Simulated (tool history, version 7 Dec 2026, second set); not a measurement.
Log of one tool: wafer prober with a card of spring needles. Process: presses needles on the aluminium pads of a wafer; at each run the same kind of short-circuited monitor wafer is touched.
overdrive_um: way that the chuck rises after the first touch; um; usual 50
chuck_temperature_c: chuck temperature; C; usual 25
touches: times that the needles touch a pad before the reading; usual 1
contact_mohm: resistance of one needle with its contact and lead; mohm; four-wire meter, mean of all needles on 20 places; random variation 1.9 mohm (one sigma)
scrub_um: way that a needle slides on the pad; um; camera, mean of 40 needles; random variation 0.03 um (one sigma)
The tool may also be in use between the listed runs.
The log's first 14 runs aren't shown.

Run 15, hour 261.5: usual settings. Result: contact_mohm 245 mohm, scrub_um 9.72 um.
At hour 264.5: tips cleaned on abrasive film.
Run 16, hour 273.3: usual settings. Result: contact_mohm 236 mohm, scrub_um 9.72 um.
At hour 280.9: tips cleaned on abrasive film.
At hour 297.1: tips cleaned on abrasive film.
Run 17, hour 297.1: usual settings but overdrive_um 57 um, chuck_temperature_c 57 C, touches 2. Result: contact_mohm 212 mohm, scrub_um 11 um.
Run 18, hour 308.4: usual settings but overdrive_um 57 um, chuck_temperature_c 57 C, touches 2. Result: contact_mohm 228 mohm, scrub_um 11.07 um.
At hour 314.1: tips cleaned on abrasive film.
At hour 318: height of the first contact set anew.
Run 19, hour 325.1: usual settings but overdrive_um 54 um, chuck_temperature_c 40 C, touches 2. Result: contact_mohm 224 mohm, scrub_um 10.7 um.
At hour 331.1: tips cleaned on abrasive film.
At hour 346.8: tips cleaned on abrasive film.
Run 20, hour 346.8: usual settings but chuck_temperature_c 49 C. Result: contact_mohm 213 mohm, scrub_um 9.88 um.
Run 21, hour 358.7: usual settings but touches 2. Result: contact_mohm 228 mohm, scrub_um 9.89 um.
At hour 363.3: tips cleaned on abrasive film.
Run 22, hour 376.5: usual settings but overdrive_um 49 um, chuck_temperature_c 30 C, touches 2. Result: contact_mohm 236 mohm, scrub_um 9.72 um.
At hour 380.3: tips cleaned on abrasive film.
At hour 397: tips cleaned on abrasive film.
Run 23, hour 399.4: usual settings but overdrive_um 37 um, chuck_temperature_c 35 C. Result: contact_mohm 233 mohm, scrub_um 7.25 um.
At hour 413.2: tips cleaned on abrasive film.
Run 24, hour 424.4: usual settings but overdrive_um 37 um, chuck_temperature_c 35 C. Result: contact_mohm 266 mohm, scrub_um 7.23 um.
At hour 430.5: tips cleaned on abrasive film.
At hour 448.1: tips cleaned on abrasive film.
Run 25, hour 449.8: usual settings but overdrive_um 37 um, chuck_temperature_c 44 C, touches 2. Result: contact_mohm 218 mohm, scrub_um 7.2 um.
At hour 463.7: tips cleaned on abrasive film.
Run 26, hour 472.8: usual settings but overdrive_um 33 um, chuck_temperature_c 60 C. Result: contact_mohm 282 mohm, scrub_um 6.4 um.
At hour 480.7: tips cleaned on abrasive film.
Run 27, hour 494.6: usual settings but overdrive_um 33 um, chuck_temperature_c 60 C. Result: contact_mohm 304 mohm, scrub_um 6.4 um.
At hour 498: tips cleaned on abrasive film.
Run 28, hour 507.1: usual settings but overdrive_um 38 um, chuck_temperature_c 60 C. Result: contact_mohm 270 mohm, scrub_um 7.31 um.
At hour 513.7: tips cleaned on abrasive film.
Run 29, hour 522: usual settings but chuck_temperature_c 50 C. Result: contact_mohm 244 mohm, scrub_um 9.72 um.
At hour 531.1: tips cleaned on abrasive film.
Run 30, hour 535.2: usual settings but overdrive_um 51 um, chuck_temperature_c 38 C, touches 2. Result: contact_mohm 219 mohm, scrub_um 9.88 um.
Run 31, hour 545.8: usual settings but touches 2. Result: contact_mohm 232 mohm, scrub_um 9.72 um.
At hour 548.3: tips cleaned on abrasive film.
At hour 548.6: height of the first contact set anew.
At hour 565.5: tips cleaned on abrasive film.
Run 32, hour 571.4: usual settings but overdrive_um 53 um, chuck_temperature_c 29 C. Result: contact_mohm 228 mohm, scrub_um 10.53 um.

Forecast each of these 4 alternatives for the next run:
At hour 581.2: tips cleaned on abrasive film.
Run A, hour 586.1: usual settings but overdrive_um 57 um, chuck_temperature_c 28 C, touches 3. Result: contact_mohm ?, scrub_um ?.
At hour 581.2: tips cleaned on abrasive film.
Run B, hour 586.1: usual settings but overdrive_um 31 um, touches 2. Result: contact_mohm ?, scrub_um ?.
At hour 581.2: tips cleaned on abrasive film.
Run C, hour 586.1: usual settings but overdrive_um 52 um, chuck_temperature_c 117 C, touches 2. Result: contact_mohm ?, scrub_um ?.
At hour 581.2: tips cleaned on abrasive film.
Run D, hour 586.1: usual settings but overdrive_um 46 um, chuck_temperature_c 96 C. Result: contact_mohm ?, scrub_um ?.

run  contact_mohm  scrub_um
  A           208     11.28
  B           242      6.09
  C           234     10.33
  D           246       9.1
Without the tool's hidden state the same runs would have given:
run  contact_mohm  scrub_um
  A           201     11.32
  B           208      6.13
  C           222     10.36
  D           220      9.13

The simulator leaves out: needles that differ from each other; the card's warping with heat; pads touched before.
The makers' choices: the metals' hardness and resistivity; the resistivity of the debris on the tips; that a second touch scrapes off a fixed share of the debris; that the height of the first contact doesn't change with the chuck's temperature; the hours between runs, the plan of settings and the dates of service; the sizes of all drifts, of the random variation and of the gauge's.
